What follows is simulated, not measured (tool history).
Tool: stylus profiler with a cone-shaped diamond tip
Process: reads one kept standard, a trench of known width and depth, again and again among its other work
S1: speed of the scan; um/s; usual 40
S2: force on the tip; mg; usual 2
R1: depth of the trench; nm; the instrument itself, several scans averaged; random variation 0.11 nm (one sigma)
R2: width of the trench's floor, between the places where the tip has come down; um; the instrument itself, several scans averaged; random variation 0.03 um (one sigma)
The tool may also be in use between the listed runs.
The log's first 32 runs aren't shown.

run	hour	S1	S2	R1	R2
33	532.2	26	3.85	202.3	17.13
34	553.5	37	2.39	201.6	16.96
35	578	111	3.53	202.05	16.67
36	599.4	111	3.53	202.14	16.72
37	618	111	3.53	202.28	16.73
38	636	130	1.93	201.29	16.45
39	656.9	130	1.93	201.32	16.43
40	680.6	14	1.61	201.31	17.11
41	696.1	108	4.96	202.83	16.8
42	707.8	22	2.75	201.88	17.1
43	724.7	17	5.89	203.08	17.15
44	738	25	3.86	202.26	17.14
45	750.4	25	3.86	202.28	17.13
46	773.8	28	1.31	200.98	16.98
47	784.5	28	1.31	201.22	17.03

3 ways to go on from here, each from the tool as it stands after run 47. What would each give?
A	797.1	33	4.23	?	?
B	797.1	131	0.75	?	?
C	797.1	31	1.26	?	?

run	R1	R2
A	202.45	17.02
B	200.58	16
C	200.89	16.98
Without the tool's hidden state the same runs would have given:
run	R1	R2
A	202.45	17.03
B	200.59	16.01
C	200.9	16.99

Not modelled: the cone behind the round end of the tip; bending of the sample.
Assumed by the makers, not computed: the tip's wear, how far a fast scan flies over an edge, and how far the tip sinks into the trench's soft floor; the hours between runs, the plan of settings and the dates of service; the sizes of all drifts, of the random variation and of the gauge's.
